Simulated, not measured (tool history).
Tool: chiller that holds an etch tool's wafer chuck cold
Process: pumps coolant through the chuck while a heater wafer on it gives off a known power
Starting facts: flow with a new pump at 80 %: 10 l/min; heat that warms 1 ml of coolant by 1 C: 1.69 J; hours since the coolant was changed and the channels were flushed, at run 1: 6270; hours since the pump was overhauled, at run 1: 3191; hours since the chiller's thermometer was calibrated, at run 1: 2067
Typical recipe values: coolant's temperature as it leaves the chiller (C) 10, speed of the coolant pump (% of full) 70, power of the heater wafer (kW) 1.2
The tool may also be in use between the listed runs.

run	hour	coolant's temperature as it leaves the chiller (C)	speed of the coolant pump (% of full)	power of the heater wafer (kW)	hours since the coolant was changed and the channels were flushed	hours since the pump was overhauled	hours since the chiller's thermometer was calibrated	chuck's temperature once it has settled (C)	how much warmer the coolant comes back (C)
1	0	10	70	1.2	6270	3191	2067	25.2	5.07
2	64.9	10	70	1.2	6335	3256	2132	25.2	5.09
3	120.8	10	70	0.916	6391	3312	2188	21.6	3.9
4	177.5	10	70	0.916	6448	3368	2244	21.6	3.93
5	240.2	10	70	1.2	6510	3431	2307	25.1	5.19
6	342.7	10	85	1.2	6613	3533	2410	23.4	4.17
7	444.6	10	70	1.2	6715	3635	2511	25.5	5.13
8	525	10	70	1.2	6795	3716	2592	25.5	5.15
9	633.5	13	70	0.911	6904	3824	2700	24.7	3.95
10	700	18	88	1.589	6970	3891	2767	35.4	5.33
11	745.3	18	88	1.589	7016	3936	2812	35.5	5.44
12	811.9	18	88	1.589	7082	4003	2879	35.4	5.46
13	879.9	2	70	1.321	7150	4071	2947	19.3	5.63
14	963.9	11	64	0.88	7234	4155	3031	23.1	4.15
# hour 1013.4: coolant changed, channels flushed
15	1050.9	11	64	0.88	38	4236	3112	21.6	4.13
16	1154.9	11	100	1.354	141	4340	3216	23	4

What differs in the tool's unlogged condition from the final listed run ahead of each entry between runs to the first listed run following it?
Run 14 -> run 15: coolant changed, channels flushed (hour 1013.4)
  heat passed by the chuck's channels, % of clean ones': 84.3 -> 99.7; flow at a given pump speed, % of a new pump's: 94.5 -> 94.4; coolant's true temperature over the reading, C: -0.11 -> -0.12
  measured less the result without the state, chuck's temperature once it has settled (C): +1.8 -> +0.3; how much warmer the coolant comes back (C): +0.23 -> +0.23

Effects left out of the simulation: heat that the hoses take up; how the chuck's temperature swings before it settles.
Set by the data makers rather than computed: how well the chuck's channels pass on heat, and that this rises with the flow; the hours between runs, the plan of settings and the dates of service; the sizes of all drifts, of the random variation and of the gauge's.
